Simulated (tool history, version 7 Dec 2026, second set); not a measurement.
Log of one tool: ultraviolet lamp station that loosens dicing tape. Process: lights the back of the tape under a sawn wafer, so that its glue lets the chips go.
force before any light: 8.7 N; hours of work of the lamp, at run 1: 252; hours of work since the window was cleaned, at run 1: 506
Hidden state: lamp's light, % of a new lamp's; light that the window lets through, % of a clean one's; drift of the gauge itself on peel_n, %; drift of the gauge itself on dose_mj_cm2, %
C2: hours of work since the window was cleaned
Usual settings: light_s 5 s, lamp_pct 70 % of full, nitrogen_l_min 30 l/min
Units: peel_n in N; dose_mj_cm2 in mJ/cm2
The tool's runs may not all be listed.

Run 1, day 0.000: usual settings; hours of work of the lamp 252; C2 506. Result: peel_n 1.122 N, dose_mj_cm2 264 mJ/cm2.
Run 2, day 1.025: usual settings but nitrogen_l_min 55 l/min; hours of work of the lamp 270; C2 524. Result: peel_n 0.886 N, dose_mj_cm2 259 mJ/cm2.
At day 1.942: window cleaned of glue's vapour.
Run 3, day 2.096: usual settings but nitrogen_l_min 55 l/min; hours of work of the lamp 289; C2 3. Result: peel_n 0.873 N, dose_mj_cm2 260 mJ/cm2.
Run 4, day 3.225: usual settings but light_s 8 s; hours of work of the lamp 309; C2 23. Result: peel_n 0.341 N, dose_mj_cm2 426 mJ/cm2.
Run 5, day 4.017: usual settings but light_s 8 s; hours of work of the lamp 323; C2 37. Result: peel_n 0.363 N, dose_mj_cm2 423 mJ/cm2.
Run 6, day 5.688: usual settings but lamp_pct 62 % of full; hours of work of the lamp 353; C2 67. Result: peel_n 1.343 N, dose_mj_cm2 233 mJ/cm2.
Run 7, day 7.500: usual settings but light_s 4 s; hours of work of the lamp 385; C2 99. Result: peel_n 1.689 N, dose_mj_cm2 213 mJ/cm2.
Run 8, day 8.921: usual settings but light_s 4 s; hours of work of the lamp 410; C2 124. Result: peel_n 1.693 N, dose_mj_cm2 208 mJ/cm2.
Run 9, day 10.208: usual settings; hours of work of the lamp 433; C2 147. Result: peel_n 1.130 N, dose_mj_cm2 264 mJ/cm2.
Run 10, day 11.312: usual settings; hours of work of the lamp 453; C2 167. Result: peel_n 1.138 N, dose_mj_cm2 261 mJ/cm2.
Run 11, day 12.300: usual settings but lamp_pct 85 % of full; hours of work of the lamp 470; C2 184. Result: peel_n 0.733 N, dose_mj_cm2 319 mJ/cm2.
Run 12, day 13.183: usual settings but light_s 8 s, lamp_pct 85 % of full; hours of work of the lamp 486; C2 200. Result: peel_n 0.207 N, dose_mj_cm2 510 mJ/cm2.
Run 13, day 14.783: usual settings but light_s 8 s, lamp_pct 85 % of full; hours of work of the lamp 514; C2 228. Result: peel_n 0.214 N, dose_mj_cm2 514 mJ/cm2.
Run 14, day 15.629: usual settings but light_s 8 s, lamp_pct 90 % of full; hours of work of the lamp 529; C2 243. Result: peel_n 0.174 N, dose_mj_cm2 544 mJ/cm2.
Run 15, day 16.792: usual settings but light_s 3 s; hours of work of the lamp 550; C2 264. Result: peel_n 2.500 N, dose_mj_cm2 156 mJ/cm2.
Run 16, day 18.229: usual settings but lamp_pct 76 % of full; hours of work of the lamp 575; C2 289. Result: peel_n 0.957 N, dose_mj_cm2 284 mJ/cm2.
Run 17, day 19.021: usual settings but lamp_pct 76 % of full; hours of work of the lamp 589; C2 304. Result: peel_n 0.953 N, dose_mj_cm2 288 mJ/cm2.
Run 18, day 20.200: usual settings but lamp_pct 76 % of full; hours of work of the lamp 610; C2 324. Result: peel_n 0.946 N, dose_mj_cm2 283 mJ/cm2.
Run 19, day 21.638: usual settings; hours of work of the lamp 636; C2 350. Result: peel_n 1.118 N, dose_mj_cm2 261 mJ/cm2.
Run 20, day 23.221: usual settings; hours of work of the lamp 664; C2 378. Result: peel_n 1.111 N, dose_mj_cm2 262 mJ/cm2.
Run 21, day 24.896: usual settings but light_s 4 s; hours of work of the lamp 694; C2 408. Result: peel_n 1.660 N, dose_mj_cm2 211 mJ/cm2.
Run 22, day 25.679: usual settings but light_s 3 s; hours of work of the lamp 708; C2 422. Result: peel_n 2.565 N, dose_mj_cm2 160 mJ/cm2.
Run 23, day 27.421: usual settings but light_s 4 s, lamp_pct 85 % of full, nitrogen_l_min 33 l/min; hours of work of the lamp 739; C2 453. Result: peel_n 1.178 N, dose_mj_cm2 252 mJ/cm2.
Run 24, day 28.400: usual settings but light_s 4 s, lamp_pct 85 % of full, nitrogen_l_min 33 l/min; hours of work of the lamp 756; C2 470. Result: peel_n 1.118 N, dose_mj_cm2 257 mJ/cm2.
Run 25, day 29.358: usual settings but light_s 3 s, lamp_pct 83 % of full, nitrogen_l_min 33 l/min; hours of work of the lamp 773; C2 487. Result: peel_n 1.952 N, dose_mj_cm2 186 mJ/cm2.
Run 26, day 31.079: usual settings but light_s 3 s, lamp_pct 73 % of full, nitrogen_l_min 17 l/min; hours of work of the lamp 804; C2 518. Result: peel_n 2.852 N, dose_mj_cm2 167 mJ/cm2.
Run 27, day 32.188: usual settings but light_s 3 s, lamp_pct 73 % of full, nitrogen_l_min 17 l/min; hours of work of the lamp 823; C2 538. Result: peel_n 2.805 N, dose_mj_cm2 164 mJ/cm2.
At day 32.338: window cleaned of glue's vapour.
Run 28, day 32.975: usual settings but light_s 3 s, lamp_pct 73 % of full, nitrogen_l_min 17 l/min; hours of work of the lamp 837; C2 11. Result: peel_n 2.854 N, dose_mj_cm2 165 mJ/cm2.
Run 29, day 34.233: usual settings but light_s 4 s; hours of work of the lamp 859; C2 34. Result: peel_n 1.696 N, dose_mj_cm2 212 mJ/cm2.
Run 30, day 34.996: usual settings but nitrogen_l_min 10 l/min; hours of work of the lamp 873; C2 47. Result: peel_n 1.870 N, dose_mj_cm2 262 mJ/cm2.
Run 31, day 35.829: usual settings but nitrogen_l_min 10 l/min; hours of work of the lamp 888; C2 62. Result: peel_n 1.819 N, dose_mj_cm2 262 mJ/cm2.
Run 32, day 37.638: usual settings but light_s 4 s, lamp_pct 71 % of full, nitrogen_l_min 42 l/min; hours of work of the lamp 920; C2 94. Result: peel_n 1.477 N, dose_mj_cm2 214 mJ/cm2.
At day 38.604: lamp changed.
Run 33, day 38.821: usual settings but light_s 4 s, lamp_pct 71 % of full, nitrogen_l_min 42 l/min; hours of work of the lamp 4; C2 114. Result: peel_n 1.387 N, dose_mj_cm2 216 mJ/cm2.
Run 34, day 40.467: usual settings but light_s 7 s, lamp_pct 86 % of full, nitrogen_l_min 11 l/min; hours of work of the lamp 33; C2 144. Result: peel_n 0.590 N, dose_mj_cm2 452 mJ/cm2.
Run 35, day 42.183: usual settings but light_s 3 s, lamp_pct 68 % of full, nitrogen_l_min 11 l/min; hours of work of the lamp 64; C2 174. Result: peel_n 3.443 N, dose_mj_cm2 153 mJ/cm2.
Run 36, day 43.567: usual settings but lamp_pct 96 % of full; hours of work of the lamp 88; C2 199. Result: peel_n 0.534 N, dose_mj_cm2 359 mJ/cm2.
Run 37, day 44.921: usual settings but light_s 4 s, lamp_pct 61 % of full, nitrogen_l_min 48 l/min; hours of work of the lamp 112; C2 223. Result: peel_n 1.769 N, dose_mj_cm2 186 mJ/cm2.
Run 38, day 46.067: usual settings but light_s 4 s, lamp_pct 61 % of full, nitrogen_l_min 48 l/min; hours of work of the lamp 133; C2 243. Result: peel_n 1.821 N, dose_mj_cm2 180 mJ/cm2.
Run 39, day 47.533: usual settings but light_s 6 s, lamp_pct 67 % of full, nitrogen_l_min 27 l/min; hours of work of the lamp 159; C2 269. Result: peel_n 0.875 N, dose_mj_cm2 303 mJ/cm2.
Run 40, day 49.300: usual settings but light_s 2 s, lamp_pct 67 % of full, nitrogen_l_min 31 l/min; hours of work of the lamp 190; C2 301. Result: peel_n 3.879 N, dose_mj_cm2 98 mJ/cm2.
Run 41, day 50.562: usual settings but light_s 4 s, nitrogen_l_min 46 l/min; hours of work of the lamp 213; C2 323. Result: peel_n 1.397 N, dose_mj_cm2 211 mJ/cm2.
Run 42, day 52.246: usual settings but light_s 8 s, lamp_pct 75 % of full, nitrogen_l_min 27 l/min; hours of work of the lamp 242; C2 353. Result: peel_n 0.312 N, dose_mj_cm2 452 mJ/cm2.
Run 43, day 53.917: usual settings but light_s 3 s, lamp_pct 75 % of full, nitrogen_l_min 11 l/min; hours of work of the lamp 272; C2 383. Result: peel_n 3.084 N, dose_mj_cm2 170 mJ/cm2.

Hidden state at the last listed run before each entry between runs and at the first one after, where it differs:
Between runs 2 and 3: window cleaned of glue's vapour (day 1.942)
  light that the window lets through, % of a clean one's: 99.8 -> 100
Between runs 27 and 28: window cleaned of glue's vapour (day 32.338)
  light that the window lets through, % of a clean one's: 99.8 -> 100
Between runs 32 and 33: lamp changed (day 38.604)
  lamp's light, % of a new lamp's: 99.7 -> 100
